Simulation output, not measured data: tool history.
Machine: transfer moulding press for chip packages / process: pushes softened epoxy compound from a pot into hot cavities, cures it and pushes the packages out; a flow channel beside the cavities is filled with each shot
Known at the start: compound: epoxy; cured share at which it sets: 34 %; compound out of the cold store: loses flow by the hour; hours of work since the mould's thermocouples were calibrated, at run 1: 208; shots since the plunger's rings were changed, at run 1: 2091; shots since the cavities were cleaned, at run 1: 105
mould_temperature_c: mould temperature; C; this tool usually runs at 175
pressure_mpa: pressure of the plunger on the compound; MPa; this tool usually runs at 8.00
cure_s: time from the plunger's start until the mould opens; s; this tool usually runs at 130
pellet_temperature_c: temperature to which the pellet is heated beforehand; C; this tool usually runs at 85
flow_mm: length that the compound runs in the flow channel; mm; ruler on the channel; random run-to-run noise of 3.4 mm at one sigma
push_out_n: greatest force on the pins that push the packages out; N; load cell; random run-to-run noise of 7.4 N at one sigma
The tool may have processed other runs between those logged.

run,hour,mould_temperature_c,pressure_mpa,cure_s,pellet_temperature_c,hours of work since the mould's thermocouples were calibrated,shots since the plunger's rings were changed,shots since the cavities were cleaned,incoming compound's hours out of the cold store,flow_mm,push_out_n
1,0.0,175,8.00,130,85,208,2091,105,23.2,900,349
2,42.1,175,8.00,130,85,226,2360,374,14.5,943,407
3,86.0,175,8.00,130,85,245,2641,655,44.9,804,414
4,115.9,175,8.00,130,78,258,2832,846,25.2,891,445
# hour 143.3: cavities cleaned with cleaning compound and waxed
5,168.7,175,8.00,121,85,280,3161,163,45.2,800,380
6,226.5,175,8.00,121,85,305,3530,532,16.4,929,478
7,273.7,175,8.00,161,85,325,3833,835,23.0,891,375
# hour 301.2: cavities cleaned with cleaning compound and waxed
8,301.2,175,8.00,161,85,336,3999,0,16.5,919,286
9,335.4,175,8.00,161,85,351,4218,219,22.0,889,320
# hour 365.0: plunger's sealing rings changed
10,366.5,175,8.00,161,85,363,9,402,30.8,889,351
11,426.2,175,8.00,161,85,389,391,784,25.8,902,378
# hour 461.1: cavities cleaned with cleaning compound and waxed
12,473.5,175,8.00,161,85,409,684,79,20.3,936,303
13,509.7,175,8.00,161,85,424,916,311,31.4,874,326
14,571.8,172,8.00,130,85,451,1313,708,26.3,910,507
15,597.1,175,8.00,130,87,462,1475,870,32.0,870,439
# hour 621.3: cavities cleaned with cleaning compound and waxed
16,627.9,178,8.09,123,82,475,1663,43,19.4,916,334
17,654.0,175,8.00,130,83,486,1830,210,35.0,854,374
18,685.8,180,6.11,162,80,500,2033,413,40.5,703,350
19,738.4,174,7.55,123,93,522,2370,750,30.6,845,497
20,765.4,174,7.55,150,93,534,2543,923,30.5,842,407
# hour 781.4: cavities cleaned with cleaning compound and waxed
21,798.4,169,7.54,130,89,548,2744,108,15.4,948,537
22,828.8,169,7.54,130,89,561,2939,303,33.1,853,538
23,881.8,169,7.54,130,89,584,3279,643,23.6,897,620
24,924.9,169,7.54,130,89,602,3554,918,37.1,821,606
# hour 939.5: cavities cleaned with cleaning compound and waxed
25,983.0,169,7.54,130,89,627,3916,278,44.0,799,511
26,1040.6,169,7.54,130,89,651,4285,647,20.1,900,661
# hour 1057.1: plunger's sealing rings changed
27,1093.5,175,9.96,141,86,673,233,970,38.5,957,433
# hour 1101.1: cavities cleaned with cleaning compound and waxed
28,1127.6,175,9.96,141,86,687,441,169,14.7,1080,355
29,1166.4,175,9.96,140,77,704,690,418,24.8,1025,411

Consider 3 possible next runs. They are alternatives, not a sequence: every one starts from the tool as it was left by run 29. What does each give?
# hour 1200.1: mould's thermocouples calibrated
A,1215.7,170,8.00,130,85,7,993,721,24.4,?,?
# hour 1200.1: mould's thermocouples calibrated
B,1215.7,175,8.34,140,91,7,993,721,15.1,?,?
# hour 1200.1: mould's thermocouples calibrated
C,1215.7,175,6.77,140,92,7,993,721,41.8,?,?

run,flow_mm,push_out_n
A,932,563
B,972,418
C,755,399
With the hidden condition removed and each run's random variation left untouched, the same runs would have given:
run,flow_mm,push_out_n
A,943,417
B,984,314
C,764,299
